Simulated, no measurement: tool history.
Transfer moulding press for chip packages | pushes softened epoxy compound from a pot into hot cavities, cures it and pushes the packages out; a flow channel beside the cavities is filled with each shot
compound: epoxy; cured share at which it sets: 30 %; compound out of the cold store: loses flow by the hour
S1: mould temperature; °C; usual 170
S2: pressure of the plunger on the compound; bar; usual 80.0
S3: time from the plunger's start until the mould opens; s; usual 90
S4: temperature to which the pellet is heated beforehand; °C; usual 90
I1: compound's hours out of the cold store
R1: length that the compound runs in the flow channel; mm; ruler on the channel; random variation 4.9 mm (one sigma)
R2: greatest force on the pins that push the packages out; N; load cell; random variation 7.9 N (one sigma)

{"run": 1, "hour": 0.0, "S1": 170, "S2": 80.0, "S3": 90, "S4": 90, "I1": 17.9, "R1": 506, "R2": 352}
{"run": 2, "hour": 6.3, "S1": 170, "S2": 80.0, "S3": 90, "S4": 90, "I1": 35.2, "R1": 462, "R2": 376}
{"run": 3, "hour": 18.1, "S1": 176, "S2": 80.0, "S3": 90, "S4": 90, "I1": 37.9, "R1": 437, "R2": 391}
{"run": 4, "hour": 25.2, "S1": 176, "S2": 80.0, "S3": 90, "S4": 90, "I1": 9.8, "R1": 503, "R2": 395}
{"run": 5, "hour": 37.0, "S1": 176, "S2": 80.0, "S3": 90, "S4": 90, "I1": 31.4, "R1": 454, "R2": 427}
{"run": 6, "hour": 42.8, "S1": 176, "S2": 80.0, "S3": 90, "S4": 90, "I1": 35.7, "R1": 446, "R2": 436}
{"hour": 52.1, "done": "cavities cleaned with cleaning compound and waxed"}
{"run": 7, "hour": 52.7, "S1": 176, "S2": 80.0, "S3": 90, "S4": 90, "I1": 40.2, "R1": 432, "R2": 326}
{"run": 8, "hour": 63.8, "S1": 170, "S2": 80.0, "S3": 90, "S4": 99, "I1": 16.2, "R1": 489, "R2": 394}
{"run": 9, "hour": 70.6, "S1": 170, "S2": 80.0, "S3": 90, "S4": 90, "I1": 18.6, "R1": 491, "R2": 406}
{"run": 10, "hour": 79.1, "S1": 170, "S2": 80.0, "S3": 90, "S4": 95, "I1": 20.2, "R1": 474, "R2": 429}
{"run": 11, "hour": 86.8, "S1": 170, "S2": 80.0, "S3": 90, "S4": 90, "I1": 42.8, "R1": 440, "R2": 444}
{"run": 12, "hour": 92.5, "S1": 170, "S2": 80.0, "S3": 90, "S4": 90, "I1": 15.3, "R1": 490, "R2": 468}
{"hour": 104.3, "done": "cavities cleaned with cleaning compound and waxed"}
{"run": 13, "hour": 105.4, "S1": 170, "S2": 80.0, "S3": 90, "S4": 90, "I1": 33.1, "R1": 450, "R2": 351}
{"run": 14, "hour": 116.1, "S1": 170, "S2": 80.0, "S3": 90, "S4": 90, "I1": 31.6, "R1": 468, "R2": 400}
{"run": 15, "hour": 123.3, "S1": 170, "S2": 80.0, "S3": 90, "S4": 90, "I1": 38.3, "R1": 450, "R2": 408}
{"run": 16, "hour": 132.1, "S1": 170, "S2": 80.0, "S3": 90, "S4": 90, "I1": 43.3, "R1": 432, "R2": 441}
{"run": 17, "hour": 141.7, "S1": 174, "S2": 94.4, "S3": 75, "S4": 90, "I1": 21.5, "R1": 507, "R2": 492}
{"run": 18, "hour": 151.6, "S1": 162, "S2": 80.0, "S3": 90, "S4": 80, "I1": 37.6, "R1": 468, "R2": 694}
{"hour": 157.4, "done": "cavities cleaned with cleaning compound and waxed"}
{"run": 19, "hour": 162.9, "S1": 170, "S2": 97.8, "S3": 90, "S4": 90, "I1": 11.3, "R1": 547, "R2": 383}
{"run": 20, "hour": 173.3, "S1": 170, "S2": 80.0, "S3": 124, "S4": 90, "I1": 8.5, "R1": 503, "R2": 390}
{"run": 21, "hour": 183.7, "S1": 170, "S2": 80.0, "S3": 90, "S4": 98, "I1": 32.2, "R1": 444, "R2": 434}
{"run": 22, "hour": 189.1, "S1": 170, "S2": 80.0, "S3": 90, "S4": 98, "I1": 22.7, "R1": 468, "R2": 453}
{"run": 23, "hour": 197.5, "S1": 170, "S2": 80.0, "S3": 90, "S4": 89, "I1": 21.4, "R1": 476, "R2": 477}
{"run": 24, "hour": 206.1, "S1": 170, "S2": 80.0, "S3": 108, "S4": 93, "I1": 24.4, "R1": 455, "R2": 445}
{"hour": 209.6, "done": "cavities cleaned with cleaning compound and waxed"}
{"hour": 214.4, "done": "plunger's sealing rings changed"}
{"run": 25, "hour": 216.0, "S1": 162, "S2": 80.0, "S3": 93, "S4": 99, "I1": 36.8, "R1": 507, "R2": 488}
{"run": 26, "hour": 227.6, "S1": 162, "S2": 80.0, "S3": 93, "S4": 99, "I1": 18.1, "R1": 561, "R2": 597}
{"run": 27, "hour": 234.6, "S1": 162, "S2": 80.0, "S3": 93, "S4": 99, "I1": 22.2, "R1": 538, "R2": 606}
{"run": 28, "hour": 245.6, "S1": 178, "S2": 68.4, "S3": 93, "S4": 99, "I1": 37.3, "R1": 430, "R2": 406}
{"run": 29, "hour": 255.7, "S1": 170, "S2": 76.2, "S3": 96, "S4": 82, "I1": 11.5, "R1": 533, "R2": 452}

Measured less the same run without the tool's hidden state. The same run-to-run variation is in both; the gauge's scatter may not be:
The hidden state here: true mould temperature over the reading, C; pressure that reaches the compound, % of what is set; grip of the stained cavities, % over clean ones'; drift of the gauge itself on flow_mm, %; drift of the gauge itself on push_out_n, %.
run=1 R1=-31 R2=+13
run=2 R1=-29 R2=+37
run=3 R1=-30 R2=+68
run=4 R1=-35 R2=+83
run=5 R1=-33 R2=+106
run=6 R1=-33 R2=+116
run=7 R1=-33 R2=+9
run=8 R1=-39 R2=+52
run=9 R1=-40 R2=+71
run=10 R1=-39 R2=+95
run=11 R1=-38 R2=+109
run=12 R1=-43 R2=+125
run=13 R1=-41 R2=+15
run=14 R1=-43 R2=+54
run=15 R1=-42 R2=+74
run=16 R1=-42 R2=+99
run=17 R1=-51 R2=+129
run=18 R1=-48 R2=+209
run=19 R1=-57 R2=+36
run=20 R1=-55 R2=+63
run=21 R1=-51 R2=+95
run=22 R1=-53 R2=+110
run=23 R1=-55 R2=+128
run=24 R1=-54 R2=+128
run=25 R1=+1 R2=+38
run=26 R1=-1 R2=+106
run=27 R1=-2 R2=+130
run=28 R1=-2 R2=+95
run=29 R1=-4 R2=+124
